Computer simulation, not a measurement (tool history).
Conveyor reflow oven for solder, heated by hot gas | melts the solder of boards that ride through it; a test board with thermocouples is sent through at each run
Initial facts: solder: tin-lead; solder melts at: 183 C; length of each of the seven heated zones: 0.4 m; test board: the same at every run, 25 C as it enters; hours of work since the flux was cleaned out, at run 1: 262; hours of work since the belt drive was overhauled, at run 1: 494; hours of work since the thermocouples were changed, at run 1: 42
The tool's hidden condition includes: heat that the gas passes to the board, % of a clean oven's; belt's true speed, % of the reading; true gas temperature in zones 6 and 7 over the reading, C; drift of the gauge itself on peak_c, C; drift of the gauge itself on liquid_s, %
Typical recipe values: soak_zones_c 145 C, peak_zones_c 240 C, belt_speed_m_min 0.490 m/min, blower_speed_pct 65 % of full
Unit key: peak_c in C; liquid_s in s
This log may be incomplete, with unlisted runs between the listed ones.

run	hour	soak_zones_c	peak_zones_c	belt_speed_m_min	blower_speed_pct	hours of work since the flux was cleaned out	hours of work since the belt drive was overhauled	hours of work since the thermocouples were changed	peak_c	liquid_s
1	0.0	145	240	0.490	65	262	494	42	221.5	80.7
2	65.7	145	240	0.490	65	307	539	87	221.0	80.7
3	106.2	145	240	0.490	65	335	567	115	221.2	81.0
4	148.0	148	240	0.490	65	363	595	143	221.0	81.9
5	201.9	135	240	0.490	65	400	632	180	219.3	73.4
# hour 290.0: flux residue cleaned out of gas plates and filters
6	291.5	135	240	0.490	65	1	691	239	215.9	69.6
7	356.8	145	240	0.440	65	46	735	284	221.5	90.2
8	414.1	145	240	0.440	65	85	775	323	221.1	90.4
9	492.1	145	240	0.440	65	139	829	377	220.9	89.3
10	527.2	145	240	0.440	65	163	853	401	220.1	90.2
11	581.4	145	240	0.440	65	200	890	438	220.3	89.8
12	625.0	145	240	0.440	65	230	920	468	220.8	88.9
13	673.0	145	240	0.490	65	263	953	501	216.4	75.1
# hour 743.2: flux residue cleaned out of gas plates and filters, once more
14	763.0	145	240	0.490	65	14	1011	560	223.1	83.2
15	825.9	145	240	0.490	65	57	1055	603	222.6	82.2
16	877.6	156	240	0.490	65	92	1090	638	224.4	90.1
# hour 947.7: thermocouples of zones 6 and 7 changed
17	952.5	156	240	0.490	65	143	1140	3	224.8	91.0
18	1020.8	156	230	0.490	65	190	1187	50	215.4	83.6
19	1075.7	156	230	0.394	65	227	1225	88	221.1	110.4
20	1150.7	156	230	0.394	65	279	1277	140	221.1	111.6
21	1203.4	156	250	0.394	65	315	1313	176	238.7	123.9
22	1287.9	130	232	0.399	82	373	1371	234	220.3	94.7
23	1338.0	131	237	0.399	60	408	1405	268	221.5	94.4
24	1404.0	145	240	0.490	82	453	1451	314	223.8	84.4
# hour 1422.4: flux residue cleaned out of gas plates and filters
25	1464.3	142	240	0.490	65	29	1489	352	221.9	81.5
26	1507.5	145	242	0.396	65	59	1519	382	230.0	111.9
27	1591.7	145	240	0.557	71	116	1577	439	219.1	70.7
28	1649.5	156	240	0.490	65	156	1616	479	223.4	90.8
29	1684.6	156	240	0.490	65	180	1640	503	224.4	91.5
# hour 1735.1: belt drive overhauled, speed set with a stopwatch
30	1766.1	157	240	0.490	67	234	21	557	223.6	88.5
31	1806.5	145	255	0.585	65	261	49	584	225.8	70.0

Some steps in peak_c between neighbouring runs. How much of each would the tool show without its hidden state too (settings, what came in, random variation), and how much is left for the hidden state, with any gauge scatter that isn't in both results?
Run 5 -> 6: flux residue cleaned out of gas plates and filters. peak_c -3.4 C: hidden state -3.0, all else -0.4.
Run 13 -> 14: flux residue cleaned out of gas plates and filters, once more. peak_c +6.7 C: hidden state +6.8, all else -0.1.
Run 20 -> 21: peak_zones_c 230 -> 250. peak_c +17.6 C: hidden state -0.3, all else +17.9.
Run 21 -> 22: soak_zones_c 156 -> 130, peak_zones_c 250 -> 232, belt_speed_m_min 0.394 -> 0.399, blower_speed_pct 65 -> 82. peak_c -18.4 C: hidden state -0.7, all else -17.7.
Run 24 -> 25: soak_zones_c 145 -> 142, blower_speed_pct 82 -> 65, flux residue cleaned out of gas plates and filters. peak_c -1.9 C: hidden state +2.8, all else -4.7.
Run 26 -> 27: peak_zones_c 242 -> 240, belt_speed_m_min 0.396 -> 0.557, blower_speed_pct 65 -> 71. peak_c -10.9 C: hidden state -0.2, all else -10.7.
